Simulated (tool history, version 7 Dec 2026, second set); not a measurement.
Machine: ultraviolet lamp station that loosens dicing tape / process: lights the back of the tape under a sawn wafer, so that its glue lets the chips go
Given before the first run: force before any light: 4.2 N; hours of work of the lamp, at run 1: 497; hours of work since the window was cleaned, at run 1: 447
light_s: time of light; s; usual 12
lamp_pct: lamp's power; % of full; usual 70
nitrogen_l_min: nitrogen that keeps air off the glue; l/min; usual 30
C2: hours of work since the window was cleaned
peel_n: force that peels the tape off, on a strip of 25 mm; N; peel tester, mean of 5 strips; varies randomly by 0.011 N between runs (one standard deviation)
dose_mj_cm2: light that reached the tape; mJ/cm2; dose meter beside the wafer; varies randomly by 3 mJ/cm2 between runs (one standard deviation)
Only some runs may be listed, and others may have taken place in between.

run 1 day=0 | light_s=12 lamp_pct=70 nitrogen_l_min=30 | hours_of_work_of_the_lamp=497 C2=447 | peel_n=0.897 dose_mj_cm2=315
run 2 day=0.529 | light_s=8 lamp_pct=70 nitrogen_l_min=30 | hours_of_work_of_the_lamp=507 C2=456 | peel_n=1.399 dose_mj_cm2=212
run 3 day=1.371 | light_s=8 lamp_pct=70 nitrogen_l_min=30 | hours_of_work_of_the_lamp=523 C2=472 | peel_n=1.494 dose_mj_cm2=208
run 4 day=1.792 | light_s=12 lamp_pct=70 nitrogen_l_min=30 | hours_of_work_of_the_lamp=530 C2=480 | peel_n=0.941 dose_mj_cm2=313
run 5 day=2.296 | light_s=12 lamp_pct=70 nitrogen_l_min=30 | hours_of_work_of_the_lamp=540 C2=489 | peel_n=0.908 dose_mj_cm2=308
run 6 day=3.025 | light_s=12 lamp_pct=70 nitrogen_l_min=30 | hours_of_work_of_the_lamp=553 C2=503 | peel_n=0.939 dose_mj_cm2=302
run 7 day=3.75 | light_s=12 lamp_pct=70 nitrogen_l_min=36 | hours_of_work_of_the_lamp=567 C2=516 | peel_n=0.895 dose_mj_cm2=305
-- day=3.921 window cleaned of glue's vapour
run 8 day=4.612 | light_s=12 lamp_pct=70 nitrogen_l_min=36 | hours_of_work_of_the_lamp=582 C2=13 | peel_n=0.995 dose_mj_cm2=279
run 9 day=4.967 | light_s=12 lamp_pct=70 nitrogen_l_min=36 | hours_of_work_of_the_lamp=589 C2=19 | peel_n=0.99 dose_mj_cm2=279
run 10 day=5.521 | light_s=12 lamp_pct=87 nitrogen_l_min=30 | hours_of_work_of_the_lamp=599 C2=30 | peel_n=0.817 dose_mj_cm2=339
run 11 day=6.004 | light_s=12 lamp_pct=70 nitrogen_l_min=30 | hours_of_work_of_the_lamp=608 C2=39 | peel_n=1.03 dose_mj_cm2=274
run 12 day=6.425 | light_s=12 lamp_pct=70 nitrogen_l_min=31 | hours_of_work_of_the_lamp=616 C2=46 | peel_n=1.096 dose_mj_cm2=269
run 13 day=6.933 | light_s=20 lamp_pct=70 nitrogen_l_min=31 | hours_of_work_of_the_lamp=625 C2=56 | peel_n=0.527 dose_mj_cm2=445
run 14 day=7.567 | light_s=12 lamp_pct=70 nitrogen_l_min=9 | hours_of_work_of_the_lamp=637 C2=68 | peel_n=1.703 dose_mj_cm2=264
-- day=7.654 window cleaned of glue's vapour, once more
run 15 day=7.971 | light_s=12 lamp_pct=70 nitrogen_l_min=9 | hours_of_work_of_the_lamp=644 C2=6 | peel_n=1.496 dose_mj_cm2=323
run 16 day=8.812 | light_s=12 lamp_pct=70 nitrogen_l_min=9 | hours_of_work_of_the_lamp=660 C2=21 | peel_n=1.481 dose_mj_cm2=314
run 17 day=9.6 | light_s=12 lamp_pct=70 nitrogen_l_min=9 | hours_of_work_of_the_lamp=674 C2=36 | peel_n=1.468 dose_mj_cm2=313
run 18 day=10.275 | light_s=12 lamp_pct=70 nitrogen_l_min=9 | hours_of_work_of_the_lamp=687 C2=49 | peel_n=1.503 dose_mj_cm2=310
run 19 day=10.633 | light_s=12 lamp_pct=70 nitrogen_l_min=9 | hours_of_work_of_the_lamp=693 C2=55 | peel_n=1.514 dose_mj_cm2=305
run 20 day=11.121 | light_s=12 lamp_pct=70 nitrogen_l_min=9 | hours_of_work_of_the_lamp=702 C2=64 | peel_n=1.511 dose_mj_cm2=306
run 21 day=11.704 | light_s=12 lamp_pct=97 nitrogen_l_min=9 | hours_of_work_of_the_lamp=713 C2=75 | peel_n=1.055 dose_mj_cm2=416
run 22 day=12.192 | light_s=12 lamp_pct=94 nitrogen_l_min=9 | hours_of_work_of_the_lamp=722 C2=84 | peel_n=1.097 dose_mj_cm2=405
run 23 day=12.842 | light_s=12 lamp_pct=70 nitrogen_l_min=10 | hours_of_work_of_the_lamp=734 C2=96 | peel_n=1.507 dose_mj_cm2=299
run 24 day=13.588 | light_s=16 lamp_pct=89 nitrogen_l_min=30 | hours_of_work_of_the_lamp=748 C2=110 | peel_n=0.448 dose_mj_cm2=498
run 25 day=13.929 | light_s=9 lamp_pct=73 nitrogen_l_min=30 | hours_of_work_of_the_lamp=754 C2=116 | peel_n=1.322 dose_mj_cm2=226
run 26 day=14.296 | light_s=7 lamp_pct=90 nitrogen_l_min=56 | hours_of_work_of_the_lamp=761 C2=123 | peel_n=1.226 dose_mj_cm2=220
run 27 day=14.846 | light_s=16 lamp_pct=70 nitrogen_l_min=30 | hours_of_work_of_the_lamp=771 C2=133 | peel_n=0.695 dose_mj_cm2=382
run 28 day=15.362 | light_s=8 lamp_pct=70 nitrogen_l_min=9 | hours_of_work_of_the_lamp=781 C2=143 | peel_n=2.158 dose_mj_cm2=187
run 29 day=15.771 | light_s=6 lamp_pct=67 nitrogen_l_min=9 | hours_of_work_of_the_lamp=789 C2=150 | peel_n=2.658 dose_mj_cm2=135
run 30 day=16.479 | light_s=6 lamp_pct=67 nitrogen_l_min=9 | hours_of_work_of_the_lamp=802 C2=163 | peel_n=2.623 dose_mj_cm2=133
run 31 day=16.958 | light_s=6 lamp_pct=67 nitrogen_l_min=9 | hours_of_work_of_the_lamp=811 C2=172 | peel_n=2.609 dose_mj_cm2=129
run 32 day=17.438 | light_s=14 lamp_pct=92 nitrogen_l_min=12 | hours_of_work_of_the_lamp=819 C2=181 | peel_n=0.941 dose_mj_cm2=420
run 33 day=18.212 | light_s=14 lamp_pct=92 nitrogen_l_min=12 | hours_of_work_of_the_lamp=834 C2=196 | peel_n=0.945 dose_mj_cm2=416
run 34 day=19.067 | light_s=14 lamp_pct=92 nitrogen_l_min=12 | hours_of_work_of_the_lamp=850 C2=211 | peel_n=0.977 dose_mj_cm2=409
run 35 day=19.592 | light_s=8 lamp_pct=70 nitrogen_l_min=31 | hours_of_work_of_the_lamp=859 C2=221 | peel_n=1.724 dose_mj_cm2=177
run 36 day=20.246 | light_s=23 lamp_pct=67 nitrogen_l_min=16 | hours_of_work_of_the_lamp=871 C2=233 | peel_n=0.652 dose_mj_cm2=483
run 37 day=20.825 | light_s=23 lamp_pct=67 nitrogen_l_min=16 | hours_of_work_of_the_lamp=882 C2=244 | peel_n=0.679 dose_mj_cm2=476
run 38 day=21.267 | light_s=8 lamp_pct=86 nitrogen_l_min=16 | hours_of_work_of_the_lamp=890 C2=252 | peel_n=1.754 dose_mj_cm2=211
run 39 day=21.817 | light_s=12 lamp_pct=95 nitrogen_l_min=26 | hours_of_work_of_the_lamp=901 C2=262 | peel_n=0.872 dose_mj_cm2=343
run 40 day=22.358 | light_s=19 lamp_pct=99 nitrogen_l_min=20 | hours_of_work_of_the_lamp=911 C2=272 | peel_n=0.456 dose_mj_cm2=566
run 41 day=23.183 | light_s=14 lamp_pct=92 nitrogen_l_min=52 | hours_of_work_of_the_lamp=926 C2=288 | peel_n=0.545 dose_mj_cm2=380
run 42 day=23.571 | light_s=14 lamp_pct=92 nitrogen_l_min=52 | hours_of_work_of_the_lamp=933 C2=295 | peel_n=0.568 dose_mj_cm2=377

Here are 5 independent what-if runs from the current tool condition. What would each one return?
run A day=24.121 | light_s=14 lamp_pct=79 nitrogen_l_min=11 | hours_of_work_of_the_lamp=943 C2=305 | peel_n=? dose_mj_cm2=?
run B day=24.121 | light_s=6 lamp_pct=93 nitrogen_l_min=30 | hours_of_work_of_the_lamp=943 C2=305 | peel_n=? dose_mj_cm2=?
run C day=24.121 | light_s=23 lamp_pct=86 nitrogen_l_min=22 | hours_of_work_of_the_lamp=943 C2=305 | peel_n=? dose_mj_cm2=?
run D day=24.121 | light_s=7 lamp_pct=92 nitrogen_l_min=23 | hours_of_work_of_the_lamp=943 C2=305 | peel_n=? dose_mj_cm2=?
run E day=24.121 | light_s=16 lamp_pct=70 nitrogen_l_min=47 | hours_of_work_of_the_lamp=943 C2=305 | peel_n=? dose_mj_cm2=?

run=A peel_n=1.364 dose_mj_cm2=319
run=B peel_n=1.884 dose_mj_cm2=161
run=C peel_n=0.424 dose_mj_cm2=568
run=D peel_n=1.762 dose_mj_cm2=191
run=E peel_n=0.74 dose_mj_cm2=327
What these runs would have given with no unlogged condition in the tool:
run=A peel_n=0.557 dose_mj_cm2=603
run=B peel_n=0.967 dose_mj_cm2=304
run=C peel_n=0.169 dose_mj_cm2=1073
run=D peel_n=0.867 dose_mj_cm2=359
run=E peel_n=0.245 dose_mj_cm2=616
